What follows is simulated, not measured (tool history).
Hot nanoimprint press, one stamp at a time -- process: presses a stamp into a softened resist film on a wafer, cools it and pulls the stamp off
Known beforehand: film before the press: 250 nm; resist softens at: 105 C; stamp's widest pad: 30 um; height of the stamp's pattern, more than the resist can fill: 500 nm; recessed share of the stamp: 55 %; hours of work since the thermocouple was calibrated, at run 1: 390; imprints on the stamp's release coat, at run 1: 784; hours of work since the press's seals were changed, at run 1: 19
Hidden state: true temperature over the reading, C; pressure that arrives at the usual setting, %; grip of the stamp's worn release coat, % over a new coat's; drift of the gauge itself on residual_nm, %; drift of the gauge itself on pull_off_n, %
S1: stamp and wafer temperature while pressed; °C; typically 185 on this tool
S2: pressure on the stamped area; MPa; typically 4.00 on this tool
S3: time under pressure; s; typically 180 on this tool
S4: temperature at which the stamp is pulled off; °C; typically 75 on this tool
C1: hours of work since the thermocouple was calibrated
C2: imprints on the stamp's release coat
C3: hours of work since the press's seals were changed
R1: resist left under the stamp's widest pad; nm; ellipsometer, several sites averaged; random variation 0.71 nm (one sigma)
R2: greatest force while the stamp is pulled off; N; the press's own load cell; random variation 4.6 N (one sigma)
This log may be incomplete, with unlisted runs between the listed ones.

run 1 hour=0.0 | S1=185 S2=4.00 S3=180 S4=75 | C1=390 C2=784 C3=19 | R1=150.3 R2=256
-- hour=25.4 plate thermocouple calibrated
run 2 hour=29.9 | S1=185 S2=4.00 S3=103 S4=75 | C1=2 C2=880 C3=33 | R1=176.8 R2=256
run 3 hour=52.9 | S1=185 S2=4.00 S3=103 S4=75 | C1=14 C2=962 C3=45 | R1=174.7 R2=265
run 4 hour=76.4 | S1=185 S2=4.00 S3=103 S4=75 | C1=27 C2=1045 C3=57 | R1=176.1 R2=271
run 5 hour=108.7 | S1=190 S2=4.00 S3=180 S4=75 | C1=44 C2=1160 C3=74 | R1=134.6 R2=268
run 6 hour=130.8 | S1=185 S2=3.34 S3=180 S4=75 | C1=55 C2=1239 C3=86 | R1=164.4 R2=267
run 7 hour=152.6 | S1=185 S2=3.34 S3=180 S4=78 | C1=67 C2=1317 C3=97 | R1=164.4 R2=265
-- hour=167.6 plate thermocouple calibrated, once more
run 8 hour=189.5 | S1=185 S2=4.00 S3=180 S4=75 | C1=11 C2=1437 C3=115 | R1=144.8 R2=285
run 9 hour=224.9 | S1=178 S2=4.00 S3=180 S4=75 | C1=30 C2=1563 C3=134 | R1=170.9 R2=272
run 10 hour=256.4 | S1=178 S2=4.00 S3=180 S4=75 | C1=47 C2=1675 C3=150 | R1=173.9 R2=289
-- hour=276.1 stamp cleaned and given a new release coat
run 11 hour=281.7 | S1=178 S2=5.07 S3=180 S4=75 | C1=57 C2=20 C3=160 | R1=155.9 R2=234
run 12 hour=300.3 | S1=178 S2=5.07 S3=180 S4=75 | C1=66 C2=86 C3=170 | R1=157.5 R2=226
run 13 hour=341.8 | S1=185 S2=4.00 S3=180 S4=75 | C1=88 C2=234 C3=192 | R1=146.0 R2=246
run 14 hour=382.1 | S1=185 S2=4.00 S3=180 S4=75 | C1=109 C2=377 C3=213 | R1=147.9 R2=238

Expected results for the next run?
run 15 hour=413.7 | S1=185 S2=4.00 S3=180 S4=75 | C1=126 C2=490 C3=229 | R1=? R2=?

{"run 15": {"R1": 146.2, "R2": 238}}
Without the tool's hidden state the same run would have given R1 143.4 nm, R2 220 N.

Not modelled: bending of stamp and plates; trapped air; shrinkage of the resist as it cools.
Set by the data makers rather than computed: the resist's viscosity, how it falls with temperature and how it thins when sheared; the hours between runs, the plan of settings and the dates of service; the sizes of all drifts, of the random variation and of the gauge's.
